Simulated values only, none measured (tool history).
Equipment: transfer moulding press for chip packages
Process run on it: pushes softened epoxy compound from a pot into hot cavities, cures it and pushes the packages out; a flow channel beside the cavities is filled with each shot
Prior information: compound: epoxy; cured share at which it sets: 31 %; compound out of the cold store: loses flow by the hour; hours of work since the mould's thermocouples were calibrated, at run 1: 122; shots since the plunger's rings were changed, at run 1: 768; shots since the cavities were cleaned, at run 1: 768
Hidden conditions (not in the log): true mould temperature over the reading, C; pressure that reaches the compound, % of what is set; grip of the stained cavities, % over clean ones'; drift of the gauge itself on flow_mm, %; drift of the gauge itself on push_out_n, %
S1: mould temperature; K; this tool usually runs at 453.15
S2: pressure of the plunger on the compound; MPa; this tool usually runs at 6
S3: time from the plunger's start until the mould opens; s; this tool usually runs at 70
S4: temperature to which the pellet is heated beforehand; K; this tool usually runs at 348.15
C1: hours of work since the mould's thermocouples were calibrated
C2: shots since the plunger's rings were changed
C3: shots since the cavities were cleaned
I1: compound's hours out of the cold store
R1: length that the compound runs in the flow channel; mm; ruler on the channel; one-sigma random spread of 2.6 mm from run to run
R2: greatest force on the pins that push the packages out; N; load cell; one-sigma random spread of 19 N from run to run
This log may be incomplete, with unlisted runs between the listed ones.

run,day,S1,S2,S3,S4,C1,C2,C3,I1,R1,R2
1,0,453.15,6,70,348.15,122,768,768,16.6,585,1789
# day 1.2: cavities cleaned with cleaning compound and waxed
# day 4.308: cavities cleaned with cleaning compound and waxed
2,4.308,453.15,6,70,348.15,189,2404,0,31,539,924
3,6.217,453.15,6,70,348.15,220,3150,746,41.6,515,1657
# day 6.708: plunger's sealing rings changed
# day 7.492: cavities cleaned with cleaning compound and waxed
4,9.442,453.15,6,70,348.15,269,1045,762,47.6,521,1623
# day 10.721: cavities cleaned with cleaning compound and waxed
# day 11.862: cavities cleaned with cleaning compound and waxed, once more
5,13.033,453.15,4.8,70,348.15,324,2400,458,40.6,466,1400
# day 14.854: cavities cleaned with cleaning compound and waxed
# day 15.333: plunger's sealing rings changed
6,15.592,453.15,4.8,70,348.15,363,102,249,32.4,501,1249
7,17.721,453.15,4.8,70,348.15,397,934,1081,38.7,477,1721
# day 18.058: cavities cleaned with cleaning compound and waxed
# day 19.475: mould's thermocouples calibrated
# day 21.354: cavities cleaned with cleaning compound and waxed
8,21.354,453.15,4.8,70,348.15,29,2272,0,19.1,501,945
# day 23.929: plunger's sealing rings changed
# day 24.371: cavities cleaned with cleaning compound and waxed
9,25.079,453.15,6,70,348.15,86,425,276,18.3,578,1281
# day 27.458: cavities cleaned with cleaning compound and waxed
10,28.108,453.15,6,70,348.15,133,1585,254,16.3,570,1300
# day 30.45: cavities cleaned with cleaning compound and waxed
11,31.596,453.15,6,70,348.15,188,2924,448,16.7,563,1495
# day 32.754: plunger's sealing rings changed
# day 33.567: cavities cleaned with cleaning compound and waxed
12,34.7,453.15,6,70,348.15,235,736,443,28.7,558,1500
# day 36.65: cavities cleaned with cleaning compound and waxed
13,36.65,448.15,4.96,67,357.15,265,1475,0,20,526,1430
# day 39.667: cavities cleaned with cleaning compound and waxed
14,40.879,448.15,4.96,67,357.15,332,3104,474,28.9,496,2278
# day 41.354: plunger's sealing rings changed
# day 42.817: cavities cleaned with cleaning compound and waxed
15,44.312,448.15,4.96,67,357.15,384,1132,584,46.9,485,2221
# day 45.929: cavities cleaned with cleaning compound and waxed
# day 46.825: mould's thermocouples calibrated
16,47.567,448.15,4.96,73,343.15,12,2348,607,27.2,508,2097
# day 49.212: cavities cleaned with cleaning compound and waxed
17,49.833,448.15,4.96,73,343.15,47,3209,243,15.4,523,1723
# day 50.196: plunger's sealing rings changed
18,51.912,453.15,5.07,70,348.15,79,671,1015,37.9,499,1863
# day 52.358: cavities cleaned with cleaning compound and waxed
19,54.642,453.15,5.07,70,348.15,121,1713,892,29.1,506,1815
# day 55.379: cavities cleaned with cleaning compound and waxed
20,58.021,456.15,5.72,85,353.15,174,3010,1032,24.4,530,1051
# day 58.546: cavities cleaned with cleaning compound and waxed
# day 58.838: plunger's sealing rings changed
# day 61.817: cavities cleaned with cleaning compound and waxed
21,62.308,448.15,5.88,65,352.15,239,1333,193,21,573,1961
# day 64.862: cavities cleaned with cleaning compound and waxed
22,66.358,453.15,7.06,59,348.15,303,2890,584,34.9,567,2449
# day 67.512: plunger's sealing rings changed
# day 67.95: cavities cleaned with cleaning compound and waxed
23,70.208,445.15,6.04,76,344.15,362,1030,884,28.1,574,2443

Forecast each of these 3 alternatives for the next run:
# day 71.142: cavities cleaned with cleaning compound and waxed
A,73.496,445.15,5.84,76,344.15,414,2289,919,19.9,?,?
# day 71.142: cavities cleaned with cleaning compound and waxed
B,73.496,457.15,6,81,340.15,414,2289,919,12.7,?,?
# day 71.142: cavities cleaned with cleaning compound and waxed
C,73.496,454.15,4.53,70,348.15,414,2289,919,37.4,?,?

run,R1,R2
A,572,2438
B,563,1002
C,452,1604
With the hidden condition removed and each run's random variation left untouched, the same runs would have given:
run,R1,R2
A,597,1282
B,587,522
C,472,840
